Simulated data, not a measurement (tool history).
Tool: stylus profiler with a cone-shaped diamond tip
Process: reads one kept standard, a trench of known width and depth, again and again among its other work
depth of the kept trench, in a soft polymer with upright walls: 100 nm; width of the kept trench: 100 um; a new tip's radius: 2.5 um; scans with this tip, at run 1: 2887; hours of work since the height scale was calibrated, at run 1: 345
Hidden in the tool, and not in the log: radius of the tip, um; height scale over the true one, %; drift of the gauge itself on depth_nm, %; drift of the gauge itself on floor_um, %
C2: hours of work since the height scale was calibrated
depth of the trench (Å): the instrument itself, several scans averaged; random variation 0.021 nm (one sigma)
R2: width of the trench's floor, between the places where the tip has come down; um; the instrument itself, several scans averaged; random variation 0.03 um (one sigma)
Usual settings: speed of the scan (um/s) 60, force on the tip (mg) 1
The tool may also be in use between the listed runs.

run 1 day=0 | speed_of_the_scan_(um/s)=60 force_on_the_tip_(mg)=1 | scans_with_this_tip=2887 C2=345 | depth_of_the_trench_(Å)=1005 R2=98.11
run 2 day=0.508 | speed_of_the_scan_(um/s)=60 force_on_the_tip_(mg)=1 | scans_with_this_tip=2962 C2=354 | depth_of_the_trench_(Å)=1005.1 R2=98.14
run 3 day=1.367 | speed_of_the_scan_(um/s)=60 force_on_the_tip_(mg)=1 | scans_with_this_tip=3089 C2=369 | depth_of_the_trench_(Å)=1004.6 R2=98.12
run 4 day=1.988 | speed_of_the_scan_(um/s)=20 force_on_the_tip_(mg)=1 | scans_with_this_tip=3181 C2=380 | depth_of_the_trench_(Å)=1005.1 R2=98.38
run 5 day=2.504 | speed_of_the_scan_(um/s)=20 force_on_the_tip_(mg)=1 | scans_with_this_tip=3257 C2=389 | depth_of_the_trench_(Å)=1005.2 R2=98.3
run 6 day=3.354 | speed_of_the_scan_(um/s)=20 force_on_the_tip_(mg)=1 | scans_with_this_tip=3382 C2=404 | depth_of_the_trench_(Å)=1005.1 R2=98.37
run 7 day=3.971 | speed_of_the_scan_(um/s)=20 force_on_the_tip_(mg)=1 | scans_with_this_tip=3474 C2=415 | depth_of_the_trench_(Å)=1005.5 R2=98.35
run 8 day=4.379 | speed_of_the_scan_(um/s)=18 force_on_the_tip_(mg)=1 | scans_with_this_tip=3534 C2=422 | depth_of_the_trench_(Å)=1005.1 R2=98.36
run 9 day=4.988 | speed_of_the_scan_(um/s)=60 force_on_the_tip_(mg)=1.01 | scans_with_this_tip=3624 C2=433 | depth_of_the_trench_(Å)=1005 R2=98.11
run 10 day=5.558 | speed_of_the_scan_(um/s)=60 force_on_the_tip_(mg)=1.01 | scans_with_this_tip=3708 C2=443 | depth_of_the_trench_(Å)=1005.3 R2=98.11
run 11 day=6.367 | speed_of_the_scan_(um/s)=55 force_on_the_tip_(mg)=1 | scans_with_this_tip=3828 C2=457 | depth_of_the_trench_(Å)=1005.1 R2=98.13
run 12 day=7.038 | speed_of_the_scan_(um/s)=55 force_on_the_tip_(mg)=1 | scans_with_this_tip=3927 C2=469 | depth_of_the_trench_(Å)=1005.5 R2=98.18
run 13 day=7.442 | speed_of_the_scan_(um/s)=60 force_on_the_tip_(mg)=1 | scans_with_this_tip=3987 C2=476 | depth_of_the_trench_(Å)=1005.4 R2=98.08
run 14 day=7.829 | speed_of_the_scan_(um/s)=60 force_on_the_tip_(mg)=1 | scans_with_this_tip=4044 C2=483 | depth_of_the_trench_(Å)=1005.5 R2=98.09
run 15 day=8.517 | speed_of_the_scan_(um/s)=60 force_on_the_tip_(mg)=1 | scans_with_this_tip=4145 C2=495 | depth_of_the_trench_(Å)=1005.7 R2=98.07
run 16 day=9.138 | speed_of_the_scan_(um/s)=40 force_on_the_tip_(mg)=1 | scans_with_this_tip=4237 C2=506 | depth_of_the_trench_(Å)=1005.8 R2=98.22
run 17 day=9.521 | speed_of_the_scan_(um/s)=40 force_on_the_tip_(mg)=1 | scans_with_this_tip=4294 C2=513 | depth_of_the_trench_(Å)=1005.2 R2=98.21
-- day=9.612 height scale calibrated on a step standard
run 18 day=10.275 | speed_of_the_scan_(um/s)=40 force_on_the_tip_(mg)=1 | scans_with_this_tip=4402 C2=12 | depth_of_the_trench_(Å)=1006 R2=98.19
run 19 day=10.817 | speed_of_the_scan_(um/s)=140 force_on_the_tip_(mg)=0.52 | scans_with_this_tip=4482 C2=21 | depth_of_the_trench_(Å)=1005.2 R2=97.3
run 20 day=11.5 | speed_of_the_scan_(um/s)=140 force_on_the_tip_(mg)=0.52 | scans_with_this_tip=4583 C2=33 | depth_of_the_trench_(Å)=1005.1 R2=97.26
-- day=12.108 height scale calibrated on a step standard, once more
run 21 day=12.192 | speed_of_the_scan_(um/s)=67 force_on_the_tip_(mg)=0.6 | scans_with_this_tip=4682 C2=1 | depth_of_the_trench_(Å)=1003.4 R2=97.98
run 22 day=13.012 | speed_of_the_scan_(um/s)=67 force_on_the_tip_(mg)=0.6 | scans_with_this_tip=4803 C2=16 | depth_of_the_trench_(Å)=1003.2 R2=97.95
run 23 day=13.767 | speed_of_the_scan_(um/s)=113 force_on_the_tip_(mg)=2.69 | scans_with_this_tip=4915 C2=29 | depth_of_the_trench_(Å)=1007.7 R2=98.02
run 24 day=14.167 | speed_of_the_scan_(um/s)=113 force_on_the_tip_(mg)=2.69 | scans_with_this_tip=4974 C2=36 | depth_of_the_trench_(Å)=1007.4 R2=98.05

Run 25 comes next. What will it give?
run 25 day=14.821 | speed_of_the_scan_(um/s)=113 force_on_the_tip_(mg)=1.26 | scans_with_this_tip=5071 C2=48 | depth_of_the_trench_(Å)=? R2=?

{"run 25": {"depth of the trench (Å)": 1004.8, "R2": 97.82}}
Without the tool's hidden state the same run would have given depth of the trench (Å) 1004, R2 97.98 um.
